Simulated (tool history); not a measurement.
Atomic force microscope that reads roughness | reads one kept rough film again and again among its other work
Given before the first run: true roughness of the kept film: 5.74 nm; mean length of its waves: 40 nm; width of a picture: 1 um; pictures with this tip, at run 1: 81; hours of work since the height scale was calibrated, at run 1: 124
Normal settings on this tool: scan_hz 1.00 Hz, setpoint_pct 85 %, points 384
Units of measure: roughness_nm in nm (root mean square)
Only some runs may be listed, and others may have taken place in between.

| run | hour | scan_hz | setpoint_pct | points | pictures with this tip | hours of work since the height scale was calibrated | roughness_nm |
|---|---|---|---|---|---|---|---|
| 1 | 0.0 | 1.00 | 85 | 384 | 81 | 124 | 4.782 |
|  | 22.2 | new tip fitted |
| 2 | 22.4 | 1.00 | 85 | 384 | 0 | 137 | 4.753 |
| 3 | 34.9 | 1.00 | 85 | 384 | 24 | 145 | 4.821 |
| 4 | 56.3 | 1.00 | 85 | 384 | 65 | 158 | 4.812 |
| 5 | 67.8 | 1.00 | 85 | 384 | 87 | 166 | 4.756 |
|  | 86.3 | new tip fitted |
| 6 | 92.2 | 1.00 | 85 | 384 | 11 | 180 | 4.769 |
| 7 | 116.1 | 1.00 | 85 | 384 | 57 | 195 | 4.793 |
| 8 | 130.3 | 1.00 | 85 | 384 | 84 | 204 | 4.799 |
|  | 150.3 | new tip fitted |
| 9 | 153.4 | 1.00 | 85 | 384 | 6 | 218 | 4.793 |
| 10 | 173.3 | 1.00 | 85 | 384 | 44 | 230 | 4.782 |
| 11 | 197.6 | 1.00 | 85 | 384 | 91 | 246 | 4.748 |
|  | 215.7 | new tip fitted |
| 12 | 222.0 | 1.00 | 85 | 384 | 12 | 260 | 4.708 |
| 13 | 242.6 | 1.00 | 85 | 384 | 51 | 273 | 4.763 |
| 14 | 261.5 | 1.00 | 85 | 384 | 87 | 285 | 4.788 |
| 15 | 276.7 | 1.00 | 85 | 384 | 117 | 294 | 4.741 |
|  | 280.6 | new tip fitted |
| 16 | 297.1 | 1.00 | 85 | 384 | 32 | 307 | 4.778 |
| 17 | 314.1 | 1.00 | 85 | 384 | 64 | 317 | 4.768 |
| 18 | 339.1 | 1.00 | 85 | 384 | 112 | 333 | 4.755 |
|  | 345.5 | new tip fitted |
| 19 | 358.5 | 1.00 | 85 | 384 | 25 | 345 | 4.791 |
| 20 | 381.8 | 1.00 | 85 | 384 | 70 | 359 | 4.788 |
| 21 | 395.7 | 1.15 | 85 | 384 | 97 | 368 | 4.698 |
|  | 409.2 | new tip fitted |
| 22 | 416.5 | 1.15 | 85 | 384 | 14 | 380 | 4.687 |
| 23 | 426.9 | 1.00 | 73 | 384 | 34 | 387 | 4.975 |
| 24 | 448.4 | 1.00 | 73 | 384 | 75 | 400 | 4.953 |
| 25 | 471.2 | 1.00 | 73 | 384 | 118 | 414 | 4.968 |
|  | 473.5 | new tip fitted |
| 26 | 492.2 | 1.00 | 73 | 384 | 36 | 427 | 4.954 |
| 27 | 516.2 | 1.00 | 73 | 384 | 82 | 442 | 4.965 |
| 28 | 526.9 | 1.00 | 73 | 384 | 102 | 449 | 4.960 |
|  | 537.1 | new tip fitted |
| 29 | 539.4 | 1.00 | 76 | 928 | 4 | 456 | 4.952 |
| 30 | 558.6 | 1.00 | 85 | 669 | 41 | 468 | 4.817 |
| 31 | 577.4 | 3.15 | 83 | 669 | 77 | 480 | 4.173 |
| 32 | 597.6 | 3.00 | 81 | 394 | 116 | 492 | 4.254 |
|  | 601.5 | new tip fitted |
| 33 | 611.3 | 1.36 | 76 | 520 | 19 | 500 | 4.815 |
| 34 | 623.5 | 0.98 | 74 | 343 | 42 | 508 | 4.952 |
| 35 | 647.4 | 1.24 | 85 | 517 | 88 | 523 | 4.724 |
|  | 665.9 | new tip fitted |
| 36 | 670.5 | 1.24 | 85 | 517 | 9 | 537 | 4.683 |
| 37 | 688.7 | 1.00 | 62 | 956 | 43 | 548 | 5.121 |
| 38 | 706.2 | 1.00 | 62 | 956 | 77 | 559 | 5.106 |
| 39 | 725.0 | 1.00 | 62 | 956 | 113 | 571 | 5.098 |
|  | 731.2 | new tip fitted |
| 40 | 739.9 | 1.31 | 67 | 493 | 16 | 580 | 5.010 |
| 41 | 754.0 | 1.31 | 58 | 1014 | 43 | 588 | 5.069 |
| 42 | 764.7 | 1.31 | 58 | 1014 | 64 | 595 | 5.081 |
| 43 | 787.3 | 1.00 | 66 | 311 | 107 | 609 | 5.011 |
|  | 795.5 | new tip fitted |
| 44 | 801.5 | 1.00 | 66 | 311 | 12 | 618 | 5.012 |
| 45 | 814.8 | 1.00 | 66 | 311 | 37 | 626 | 4.986 |
| 46 | 832.6 | 1.82 | 85 | 353 | 71 | 637 | 4.486 |
| 47 | 855.8 | 1.82 | 85 | 353 | 116 | 651 | 4.452 |
|  | 860.7 | new tip fitted |
| 48 | 880.6 | 1.82 | 80 | 499 | 38 | 666 | 4.635 |
| 49 | 898.1 | 1.82 | 80 | 499 | 72 | 677 | 4.591 |
| 50 | 915.4 | 1.00 | 66 | 676 | 105 | 688 | 5.030 |
|  | 925.7 | new tip fitted |
| 51 | 930.6 | 1.00 | 66 | 264 | 9 | 697 | 4.999 |

Hidden condition of the tool, last listed run before each entry between runs versus first listed run after:
Between runs 1 and 2: new tip fitted (hour 22.2)
  radius of the tip, nm: 7.1 -> 7
Between runs 5 and 6: new tip fitted (hour 86.3)
  radius of the tip, nm: 7.1 -> 7
Between runs 8 and 9: new tip fitted (hour 150.3)
  radius of the tip, nm: 7.1 -> 7; height scale over the true one, %: 0 -> 0.01
Between runs 11 and 12: new tip fitted (hour 215.7)
  radius of the tip, nm: 7.1 -> 7
Between runs 15 and 16: new tip fitted (hour 280.6)
  radius of the tip, nm: 7.2 -> 7
Between runs 18 and 19: new tip fitted (hour 345.5)
  radius of the tip, nm: 7.1 -> 7
Between runs 21 and 22: new tip fitted (hour 409.2)
  radius of the tip, nm: 7.1 -> 7
Between runs 25 and 26: new tip fitted (hour 473.5)
  radius of the tip, nm: 7.1 -> 7
Between runs 28 and 29: new tip fitted (hour 537.1)
  radius of the tip, nm: 7.1 -> 7
Between runs 32 and 33: new tip fitted (hour 601.5)
  radius of the tip, nm: 7.1 -> 7
Between runs 35 and 36: new tip fitted (hour 665.9)
  radius of the tip, nm: 7.1 -> 7
Between runs 39 and 40: new tip fitted (hour 731.2)
  radius of the tip, nm: 7.1 -> 7
Between runs 43 and 44: new tip fitted (hour 795.5)
  radius of the tip, nm: 7.1 -> 7
Between runs 47 and 48: new tip fitted (hour 860.7)
  radius of the tip, nm: 7.1 -> 7
Between runs 50 and 51: new tip fitted (hour 925.7)
  radius of the tip, nm: 7.1 -> 7; height scale over the true one, %: 0.01 -> 0.02

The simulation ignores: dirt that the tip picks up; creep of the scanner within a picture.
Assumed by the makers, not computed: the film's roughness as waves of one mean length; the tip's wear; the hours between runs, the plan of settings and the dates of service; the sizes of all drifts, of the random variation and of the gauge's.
